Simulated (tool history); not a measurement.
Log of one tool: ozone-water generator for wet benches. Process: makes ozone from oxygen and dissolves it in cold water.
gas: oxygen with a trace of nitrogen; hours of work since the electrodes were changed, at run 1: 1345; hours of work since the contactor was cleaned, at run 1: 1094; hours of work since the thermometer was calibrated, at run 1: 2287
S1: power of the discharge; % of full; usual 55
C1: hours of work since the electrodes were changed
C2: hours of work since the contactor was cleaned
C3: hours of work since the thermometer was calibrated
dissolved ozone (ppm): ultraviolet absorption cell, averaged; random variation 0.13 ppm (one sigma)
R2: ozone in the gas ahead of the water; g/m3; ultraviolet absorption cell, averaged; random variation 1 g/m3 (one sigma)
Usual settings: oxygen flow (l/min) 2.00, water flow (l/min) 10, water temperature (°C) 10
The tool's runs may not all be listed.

Run 1, hour 0.0: usual settings; C1 1345; C2 1094; C3 2287. Result: dissolved ozone (ppm) 14.9, R2 180.7 g/m3.
Run 2, hour 110.0: usual settings; C1 1426; C2 1174; C3 2368. Result: dissolved ozone (ppm) 14.7, R2 179.3 g/m3.
Run 3, hour 224.3: usual settings; C1 1509; C2 1258; C3 2452. Result: dissolved ozone (ppm) 14.7, R2 179.3 g/m3.
Run 4, hour 320.7: usual settings; C1 1580; C2 1328; C3 2522. Result: dissolved ozone (ppm) 14.8, R2 181.0 g/m3.
At hour 407.2: water thermometer calibrated.
Run 5, hour 431.4: usual settings but water flow (l/min) 7; C1 1661; C2 1409; C3 18. Result: dissolved ozone (ppm) 20.7, R2 180.1 g/m3.
Run 6, hour 549.0: usual settings but water flow (l/min) 7; C1 1747; C2 1495; C3 104. Result: dissolved ozone (ppm) 21.2, R2 180.5 g/m3.
Run 7, hour 632.4: usual settings but water flow (l/min) 7; C1 1808; C2 1556; C3 165. Result: dissolved ozone (ppm) 20.6, R2 181.7 g/m3.
Run 8, hour 739.3: usual settings but water flow (l/min) 14; C1 1886; C2 1635; C3 243. Result: dissolved ozone (ppm) 10.1, R2 180.8 g/m3.
Run 9, hour 808.2: usual settings; C1 1936; C2 1685; C3 294. Result: dissolved ozone (ppm) 14.5, R2 179.7 g/m3.
Run 10, hour 878.6: usual settings; C1 1988; C2 1737; C3 345. Result: dissolved ozone (ppm) 14.6, R2 180.7 g/m3.
Run 11, hour 973.0: usual settings; C1 2057; C2 1806; C3 414. Result: dissolved ozone (ppm) 14.6, R2 178.3 g/m3.
Run 12, hour 1072.9: usual settings; C1 2130; C2 1879; C3 487. Result: dissolved ozone (ppm) 14.6, R2 180.3 g/m3.
Run 13, hour 1127.7: usual settings; C1 2170; C2 1919; C3 527. Result: dissolved ozone (ppm) 14.5, R2 180.6 g/m3.
Run 14, hour 1216.8: usual settings; C1 2236; C2 1984; C3 593. Result: dissolved ozone (ppm) 14.9, R2 180.8 g/m3.
Run 15, hour 1270.1: usual settings but water temperature (°C) 18; C1 2275; C2 2023; C3 632. Result: dissolved ozone (ppm) 13.3, R2 180.2 g/m3.
Run 16, hour 1367.1: usual settings but water temperature (°C) 18; C1 2346; C2 2094; C3 703. Result: dissolved ozone (ppm) 13.4, R2 179.9 g/m3.
Run 17, hour 1468.5: usual settings but oxygen flow (l/min) 2.74; C1 2420; C2 2168; C3 777. Result: dissolved ozone (ppm) 15.7, R2 159.2 g/m3.
Run 18, hour 1577.0: usual settings but oxygen flow (l/min) 2.74; C1 2499; C2 2248; C3 856. Result: dissolved ozone (ppm) 15.8, R2 159.1 g/m3.
Run 19, hour 1688.1: usual settings but oxygen flow (l/min) 1.07; C1 2581; C2 2329; C3 938. Result: dissolved ozone (ppm) 12.0, R2 232.1 g/m3.
Run 20, hour 1765.6: usual settings but oxygen flow (l/min) 1.07; C1 2637; C2 2386; C3 994. Result: dissolved ozone (ppm) 12.2, R2 231.7 g/m3.
Run 21, hour 1867.1: usual settings but oxygen flow (l/min) 1.07; C1 2712; C2 2460; C3 1069. Result: dissolved ozone (ppm) 12.0, R2 231.5 g/m3.
Run 22, hour 1935.8: usual settings but oxygen flow (l/min) 1.95, water flow (l/min) 16; C1 2762; C2 2511; C3 1119. Result: dissolved ozone (ppm) 8.5, R2 182.3 g/m3.
Run 23, hour 2005.4: usual settings but oxygen flow (l/min) 1.95, water flow (l/min) 16; C1 2813; C2 2561; C3 1170. Result: dissolved ozone (ppm) 8.5, R2 183.1 g/m3.
Run 24, hour 2081.6: usual settings but water flow (l/min) 8; C1 2869; C2 2617; C3 1226. Result: dissolved ozone (ppm) 18.6, R2 179.9 g/m3.
Run 25, hour 2164.9: usual settings but water flow (l/min) 8; C1 2930; C2 2678; C3 1287. Result: dissolved ozone (ppm) 18.4, R2 181.2 g/m3.
Run 26, hour 2270.8: usual settings but water flow (l/min) 8; C1 3007; C2 2756; C3 1364. Result: dissolved ozone (ppm) 18.5, R2 181.0 g/m3.
Run 27, hour 2358.5: usual settings but water flow (l/min) 8; C1 3071; C2 2820; C3 1429. Result: dissolved ozone (ppm) 18.6, R2 179.3 g/m3.
Run 28, hour 2472.0: usual settings but water temperature (°C) 14; C1 3155; C2 2903; C3 1512. Result: dissolved ozone (ppm) 14.1, R2 180.1 g/m3.
Run 29, hour 2576.7: usual settings but water temperature (°C) 14; C1 3231; C2 2980; C3 1588. Result: dissolved ozone (ppm) 14.2, R2 179.7 g/m3.
Run 30, hour 2676.7: usual settings but S1 60 % of full, water flow (l/min) 9, water temperature (°C) 9; C1 3304; C2 3053; C3 1662. Result: dissolved ozone (ppm) 17.5, R2 191.3 g/m3.
At hour 2790.4: contactor cleaned.
Run 31, hour 2791.2: usual settings but S1 69 % of full, water flow (l/min) 16, water temperature (°C) 5; C1 3385; C2 1; C3 1742. Result: dissolved ozone (ppm) 10.1, R2 206.3 g/m3.
Run 32, hour 2886.4: usual settings but S1 69 % of full, water flow (l/min) 9, water temperature (°C) 5; C1 3455; C2 70; C3 1812. Result: dissolved ozone (ppm) 20.0, R2 207.2 g/m3.
Run 33, hour 2978.4: usual settings but S1 46 % of full, oxygen flow (l/min) 1.17, water temperature (°C) 9; C1 3522; C2 138; C3 1879. Result: dissolved ozone (ppm) 11.2, R2 202.0 g/m3.
Run 34, hour 3065.7: usual settings but S1 46 % of full, oxygen flow (l/min) 3.37, water flow (l/min) 7, water temperature (°C) 9; C1 3586; C2 202; C3 1943. Result: dissolved ozone (ppm) 20.3, R2 130.8 g/m3.

Forecast each of these 3 alternatives for the next run:
Run A, hour 3145.6: usual settings but S1 68 % of full; C1 3645; C2 260; C3 2002. Result: dissolved ozone (ppm) ?, R2 ?.
Run B, hour 3145.6: usual settings but S1 46 % of full, oxygen flow (l/min) 3.37, water flow (l/min) 6, water temperature (°C) 9; C1 3645; C2 260; C3 2002. Result: dissolved ozone (ppm) ?, R2 ?.
Run C, hour 3145.6: usual settings but S1 46 % of full, oxygen flow (l/min) 2.60, water flow (l/min) 7, water temperature (°C) 9; C1 3645; C2 260; C3 2002. Result: dissolved ozone (ppm) ?, R2 ?.

run  dissolved ozone (ppm)     R2
  A                   16.7  205.7
  B                   23.1  129.2
  C                   19.8  145.6
Without the tool's hidden state the same runs would have given:
run  dissolved ozone (ppm)     R2
  A                   16.7  206.0
  B                   23.1  129.3
  C                   19.8  145.8
